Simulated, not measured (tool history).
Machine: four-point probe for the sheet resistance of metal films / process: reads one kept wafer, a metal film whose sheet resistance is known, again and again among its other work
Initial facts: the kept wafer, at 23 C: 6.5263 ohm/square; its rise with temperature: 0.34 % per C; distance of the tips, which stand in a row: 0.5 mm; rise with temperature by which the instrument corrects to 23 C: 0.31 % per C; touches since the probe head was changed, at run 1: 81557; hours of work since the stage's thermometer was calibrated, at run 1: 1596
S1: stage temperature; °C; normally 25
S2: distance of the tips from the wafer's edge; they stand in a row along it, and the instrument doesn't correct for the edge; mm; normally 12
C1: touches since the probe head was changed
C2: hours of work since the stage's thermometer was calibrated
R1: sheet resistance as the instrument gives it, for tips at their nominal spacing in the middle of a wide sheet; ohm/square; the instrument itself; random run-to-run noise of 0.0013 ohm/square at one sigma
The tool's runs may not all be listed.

Run 1, hour 0.0: usual settings; C1 81557; C2 1596. Result: R1 6.621037 ohm/square.
Run 2, hour 68.9: usual settings; C1 83757; C2 1626. Result: R1 6.622140 ohm/square.
Run 3, hour 116.6: usual settings; C1 85278; C2 1647. Result: R1 6.625318 ohm/square.
Run 4, hour 152.8: usual settings; C1 86437; C2 1663. Result: R1 6.621505 ohm/square.
Run 5, hour 184.3: usual settings but S1 23 °C; C1 87440; C2 1677. Result: R1 6.620439 ohm/square.
Run 6, hour 236.0: usual settings but S1 26 °C; C1 89092; C2 1700. Result: R1 6.627869 ohm/square.
Run 7, hour 308.7: usual settings but S1 29 °C; C1 91415; C2 1732. Result: R1 6.634769 ohm/square.
Run 8, hour 371.3: usual settings; C1 93413; C2 1759. Result: R1 6.628507 ohm/square.
Run 9, hour 442.1: usual settings; C1 95673; C2 1790. Result: R1 6.626607 ohm/square.
Run 10, hour 512.9: usual settings but S2 37 mm; C1 97932; C2 1822. Result: R1 6.624335 ohm/square.
Run 11, hour 579.3: usual settings but S2 37 mm; C1 100053; C2 1851. Result: R1 6.626022 ohm/square.
Run 12, hour 641.3: usual settings; C1 102033; C2 1878. Result: R1 6.629955 ohm/square.
Run 13, hour 676.3: usual settings; C1 103149; C2 1894. Result: R1 6.633441 ohm/square.
Run 14, hour 737.9: usual settings but S2 70 mm; C1 105118; C2 1921. Result: R1 6.625849 ohm/square.
Run 15, hour 770.8: usual settings but S2 70 mm; C1 106169; C2 1935. Result: R1 6.626954 ohm/square.
Run 16, hour 804.3: usual settings but S2 70 mm; C1 107238; C2 1950. Result: R1 6.627872 ohm/square.
Run 17, hour 850.8: usual settings but S2 70 mm; C1 108724; C2 1970. Result: R1 6.628286 ohm/square.

Run 18 is up next; what results do you expect?
At hour 856.8: stage's thermometer calibrated.
Run 18, hour 904.8: usual settings but S2 70 mm; C1 110430; C2 21. Result: R1 ?.

R1: 6.629230 ohm/square
With no hidden state in the tool, this same run would have given R1 6.531247 ohm/square.
